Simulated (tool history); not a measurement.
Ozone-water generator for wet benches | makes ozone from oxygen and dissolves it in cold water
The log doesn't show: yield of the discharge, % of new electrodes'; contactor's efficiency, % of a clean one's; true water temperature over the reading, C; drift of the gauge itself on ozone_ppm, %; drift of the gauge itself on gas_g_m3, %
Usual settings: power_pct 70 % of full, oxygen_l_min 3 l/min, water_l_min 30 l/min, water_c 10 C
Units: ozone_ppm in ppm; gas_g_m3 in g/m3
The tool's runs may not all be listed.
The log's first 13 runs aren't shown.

run,day,power_pct,oxygen_l_min,water_l_min,water_c,hours of work since the electrodes were changed,hours of work since the contactor was cleaned,hours of work since the thermometer was calibrated,ozone_ppm,gas_g_m3
14,12.021,70,3,19,10,989,1974,1492,19.1,248.7
15,12.992,70,3,19,10,1010,1995,1513,19.2,251.5
16,14.204,70,3,19,10,1036,2021,1539,19.1,248.9
17,15.038,70,4.96,30,10,1054,2039,1557,12.9,200.5
18,16.142,64,3,27,14,1077,2062,1580,11.5,234.6
19,16.808,49,5.38,22,5,1091,2077,1595,15.5,151
20,17.783,46,5.38,38,5,1112,2098,1615,7.7,146.1
21,18.538,46,5.38,38,5,1129,2114,1632,7.7,144.9
22,19.767,46,5.38,19,5,1155,2140,1658,17.6,145.6
23,20.825,46,5.38,19,11,1178,2163,1681,16.4,144.9
24,21.738,70,3,19,10,1197,2182,1700,18.8,248.9
25,22.579,70,3.1,30,10,1215,2200,1718,10.9,244.5
26,23.271,70,3.09,29,10,1230,2215,1733,11.3,242.9
27,24.262,70,3,44,6,1251,2236,1754,6.6,248.1
28,24.958,44,3,30,13,1266,2251,1769,7.8,184.4
29,25.554,44,3,30,13,1279,2264,1782,7.9,181.8
30,26.062,44,3,30,13,1290,2275,1793,7.8,181.4
31,27.317,50,3.49,30,10,1317,2302,1820,9,185.6
32,27.833,80,1.65,30,14,1328,2313,1831,9.1,352.7
33,28.708,70,4.59,27,9,1347,2332,1850,14.1,205.5

3 ways to go on from here, each from the tool as it stands after run 33. What would each give?
A,29.233,49,2.17,27,7,1358,2343,1861,?,?
B,29.233,70,2.18,28,9,1358,2343,1861,?,?
C,29.233,70,2.42,27,9,1358,2343,1861,?,?

run,ozone_ppm,gas_g_m3
A,8.7,227.1
B,10.4,286
C,11.5,272.2
Without the tool's hidden state the same runs would have given:
run,ozone_ppm,gas_g_m3
A,9.4,234.4
B,11.3,298.1
C,12.5,283.7
